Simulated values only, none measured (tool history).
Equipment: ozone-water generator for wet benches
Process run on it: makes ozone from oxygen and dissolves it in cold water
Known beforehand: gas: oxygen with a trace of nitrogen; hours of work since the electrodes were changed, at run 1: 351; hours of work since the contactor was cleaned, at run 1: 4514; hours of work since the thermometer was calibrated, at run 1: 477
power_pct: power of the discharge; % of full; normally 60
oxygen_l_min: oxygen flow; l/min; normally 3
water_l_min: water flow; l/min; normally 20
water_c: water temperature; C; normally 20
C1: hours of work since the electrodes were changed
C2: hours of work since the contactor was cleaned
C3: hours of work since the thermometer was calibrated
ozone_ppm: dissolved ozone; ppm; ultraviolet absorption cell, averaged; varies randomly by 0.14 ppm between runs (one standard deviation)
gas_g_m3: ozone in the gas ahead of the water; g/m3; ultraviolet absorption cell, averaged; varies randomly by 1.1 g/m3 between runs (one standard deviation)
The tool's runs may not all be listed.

Run 1, hour 0: usual settings; C1 351; C2 4514; C3 477. Result: ozone_ppm 14.7 ppm, gas_g_m3 186.7 g/m3.
Run 2, hour 23.1: usual settings; C1 365; C2 4529; C3 492. Result: ozone_ppm 14.6 ppm, gas_g_m3 186.2 g/m3.
Run 3, hour 69.1: usual settings but water_l_min 27 l/min; C1 395; C2 4558; C3 521. Result: ozone_ppm 10.9 ppm, gas_g_m3 184.8 g/m3.
Run 4, hour 94.7: usual settings but oxygen_l_min 2.45 l/min; C1 411; C2 4575; C3 537. Result: ozone_ppm 14.6 ppm, gas_g_m3 212.7 g/m3.
Run 5, hour 119.4: usual settings but oxygen_l_min 2.45 l/min; C1 427; C2 4591; C3 553. Result: ozone_ppm 14.6 ppm, gas_g_m3 213.9 g/m3.
Run 6, hour 152: usual settings but oxygen_l_min 2.45 l/min; C1 448; C2 4611; C3 574. Result: ozone_ppm 14.6 ppm, gas_g_m3 215 g/m3.
Run 7, hour 197: usual settings but oxygen_l_min 2.45 l/min; C1 476; C2 4640; C3 603. Result: ozone_ppm 14.4 ppm, gas_g_m3 210.6 g/m3.
Run 8, hour 242.8: usual settings but oxygen_l_min 2.45 l/min; C1 506; C2 4669; C3 632. Result: ozone_ppm 14.2 ppm, gas_g_m3 211.7 g/m3.
Run 9, hour 267.9: usual settings but oxygen_l_min 2.45 l/min; C1 522; C2 4685; C3 648. Result: ozone_ppm 14.5 ppm, gas_g_m3 213.8 g/m3.
Run 10, hour 291.8: usual settings but oxygen_l_min 2.45 l/min; C1 537; C2 4701; C3 663. Result: ozone_ppm 14.5 ppm, gas_g_m3 211.3 g/m3.
Run 11, hour 311.6: usual settings but oxygen_l_min 2.45 l/min; C1 549; C2 4713; C3 676. Result: ozone_ppm 14.6 ppm, gas_g_m3 213.6 g/m3.
Run 12, hour 346.6: usual settings but power_pct 46 % of full; C1 572; C2 4736; C3 698. Result: ozone_ppm 11.5 ppm, gas_g_m3 147.7 g/m3.
Run 13, hour 384.5: usual settings but power_pct 46 % of full; C1 596; C2 4760; C3 722. Result: ozone_ppm 11.5 ppm, gas_g_m3 147.8 g/m3.
Run 14, hour 418.9: usual settings but power_pct 46 % of full, oxygen_l_min 4.23 l/min, water_c 26 C; C1 618; C2 4782; C3 744. Result: ozone_ppm 10.3 ppm, gas_g_m3 116.8 g/m3.
Run 15, hour 439.3: usual settings but power_pct 46 % of full, oxygen_l_min 4.23 l/min, water_c 26 C; C1 631; C2 4795; C3 757. Result: ozone_ppm 10.2 ppm, gas_g_m3 116 g/m3.
Run 16, hour 470.1: usual settings but power_pct 46 % of full, oxygen_l_min 4.23 l/min, water_c 26 C; C1 651; C2 4814; C3 777. Result: ozone_ppm 10.4 ppm, gas_g_m3 116 g/m3.
Run 17, hour 510.1: usual settings but oxygen_l_min 1.99 l/min, water_c 17 C; C1 676; C2 4840; C3 803. Result: ozone_ppm 14.4 ppm, gas_g_m3 244.6 g/m3.
Run 18, hour 550.7: usual settings but oxygen_l_min 1.99 l/min, water_c 17 C; C1 702; C2 4866; C3 829. Result: ozone_ppm 14.5 ppm, gas_g_m3 240.7 g/m3.
Run 19, hour 572.3: usual settings but oxygen_l_min 1.99 l/min, water_c 17 C; C1 716; C2 4880; C3 842. Result: ozone_ppm 14.5 ppm, gas_g_m3 242.6 g/m3.
Run 20, hour 602.3: usual settings but power_pct 86 % of full; C1 735; C2 4899; C3 862. Result: ozone_ppm 20.1 ppm, gas_g_m3 253.3 g/m3.
Run 21, hour 648.7: usual settings but power_pct 83 % of full; C1 765; C2 4928; C3 891. Result: ozone_ppm 19.2 ppm, gas_g_m3 242 g/m3.
Run 22, hour 669.2: usual settings but water_l_min 17 l/min; C1 778; C2 4942; C3 904. Result: ozone_ppm 16.7 ppm, gas_g_m3 184.2 g/m3.
Run 23, hour 698.8: usual settings but water_l_min 17 l/min; C1 797; C2 4960; C3 923. Result: ozone_ppm 17 ppm, gas_g_m3 183.7 g/m3.
Run 24, hour 737.5: usual settings but power_pct 51 % of full, water_l_min 30 l/min; C1 821; C2 4985; C3 948. Result: ozone_ppm 8.5 ppm, gas_g_m3 160.6 g/m3.
Run 25, hour 783.8: usual settings but power_pct 87 % of full, oxygen_l_min 4.39 l/min; C1 851; C2 5015; C3 977. Result: ozone_ppm 19.3 ppm, gas_g_m3 194.5 g/m3.
Run 26, hour 807.1: usual settings but power_pct 87 % of full, oxygen_l_min 4.39 l/min; C1 866; C2 5030; C3 992. Result: ozone_ppm 19.4 ppm, gas_g_m3 196.8 g/m3.

3 ways to go on from here, each from the tool as it stands after run 26. What would each give?
Run A, hour 840.3: usual settings but power_pct 87 % of full, oxygen_l_min 3.1 l/min, water_c 21 C; C1 887; C2 5051; C3 1013. Result: ozone_ppm ?, gas_g_m3 ?.
Run B, hour 840.3: usual settings but power_pct 40 % of full, oxygen_l_min 4.39 l/min, water_c 17 C; C1 887; C2 5051; C3 1013. Result: ozone_ppm ?, gas_g_m3 ?.
Run C, hour 840.3: usual settings but power_pct 45 % of full, oxygen_l_min 3.38 l/min, water_l_min 23 l/min; C1 887; C2 5051; C3 1013. Result: ozone_ppm ?, gas_g_m3 ?.

run  ozone_ppm  gas_g_m3
  A       19.7     248.7
  B       10.3     101.1
  C        9.8     132.2
With the hidden condition removed and each run's random variation left untouched, the same runs would have given:
run  ozone_ppm  gas_g_m3
  A       20.8     253.3
  B       10.8     101.9
  C       10.3     133.5

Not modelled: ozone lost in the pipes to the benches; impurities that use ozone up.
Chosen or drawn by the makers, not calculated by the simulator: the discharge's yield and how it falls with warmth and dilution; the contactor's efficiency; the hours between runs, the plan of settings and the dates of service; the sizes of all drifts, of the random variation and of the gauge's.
